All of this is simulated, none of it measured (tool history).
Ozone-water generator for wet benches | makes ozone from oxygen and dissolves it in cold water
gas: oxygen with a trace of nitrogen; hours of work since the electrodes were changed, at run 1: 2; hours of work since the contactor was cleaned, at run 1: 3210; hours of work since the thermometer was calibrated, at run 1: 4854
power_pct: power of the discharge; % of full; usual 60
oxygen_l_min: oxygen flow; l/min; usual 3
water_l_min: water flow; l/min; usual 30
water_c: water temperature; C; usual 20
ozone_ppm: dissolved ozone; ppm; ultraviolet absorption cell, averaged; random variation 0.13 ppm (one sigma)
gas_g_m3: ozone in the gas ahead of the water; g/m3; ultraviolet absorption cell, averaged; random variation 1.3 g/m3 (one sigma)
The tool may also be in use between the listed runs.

| run | day | power_pct | oxygen_l_min | water_l_min | water_c | hours of work since the electrodes were changed | hours of work since the contactor was cleaned | hours of work since the thermometer was calibrated | ozone_ppm | gas_g_m3 |
|---|---|---|---|---|---|---|---|---|---|---|
| 1 | 0 | 60 | 3 | 30 | 20 | 2 | 3210 | 4854 | 13.5 | 243.2 |
| 2 | 1.533 | 60 | 4.44 | 30 | 20 | 30 | 3237 | 4881 | 14 | 189.5 |
| 3 | 3.075 | 60 | 4.44 | 30 | 20 | 58 | 3265 | 4909 | 14.3 | 190.2 |
| 4 | 4.217 | 60 | 4.44 | 19 | 20 | 78 | 3286 | 4930 | 19.7 | 190.5 |
| 5 | 5.179 | 91 | 3 | 30 | 20 | 95 | 3303 | 4947 | 18.8 | 337 |
| 6 | 6.754 | 91 | 3 | 30 | 20 | 124 | 3331 | 4975 | 18.7 | 339.3 |
| 7 | 8.362 | 91 | 1.88 | 30 | 20 | 153 | 3360 | 5004 | 17.5 | 457.5 |
| 8 | 10 | 91 | 1.88 | 30 | 20 | 182 | 3390 | 5033 | 17.6 | 455.5 |
| 9 | 10.683 | 91 | 1.88 | 30 | 20 | 194 | 3402 | 5046 | 17.4 | 456.2 |
|  | 11 | contactor cleaned |
| 10 | 11.871 | 91 | 1.88 | 30 | 20 | 213 | 16 | 5064 | 17.1 | 456.4 |
| 11 | 13.054 | 91 | 1.88 | 30 | 20 | 234 | 37 | 5085 | 17.5 | 458 |
| 12 | 14.062 | 60 | 3 | 30 | 20 | 252 | 55 | 5103 | 13.2 | 242.5 |
|  | 14.896 | contactor cleaned, once more |
| 13 | 15.862 | 60 | 4.02 | 30 | 20 | 281 | 17 | 5133 | 14.5 | 200.6 |
| 14 | 17.496 | 60 | 4.02 | 30 | 20 | 311 | 47 | 5162 | 14.1 | 201.6 |
| 15 | 18.729 | 85 | 1.68 | 34 | 20 | 333 | 69 | 5184 | 14.8 | 462.2 |

The next listed run, before its measurement:
| 16 | 19.592 | 46 | 3.27 | 30 | 20 | 348 | 84 | 5200 | ? | ? |

Run 16 gave ozone_ppm 11.3 ppm, gas_g_m3 189.9 g/m3.
Without the tool's hidden state the same run would have given ozone_ppm 11.4 ppm, gas_g_m3 189.7 g/m3.

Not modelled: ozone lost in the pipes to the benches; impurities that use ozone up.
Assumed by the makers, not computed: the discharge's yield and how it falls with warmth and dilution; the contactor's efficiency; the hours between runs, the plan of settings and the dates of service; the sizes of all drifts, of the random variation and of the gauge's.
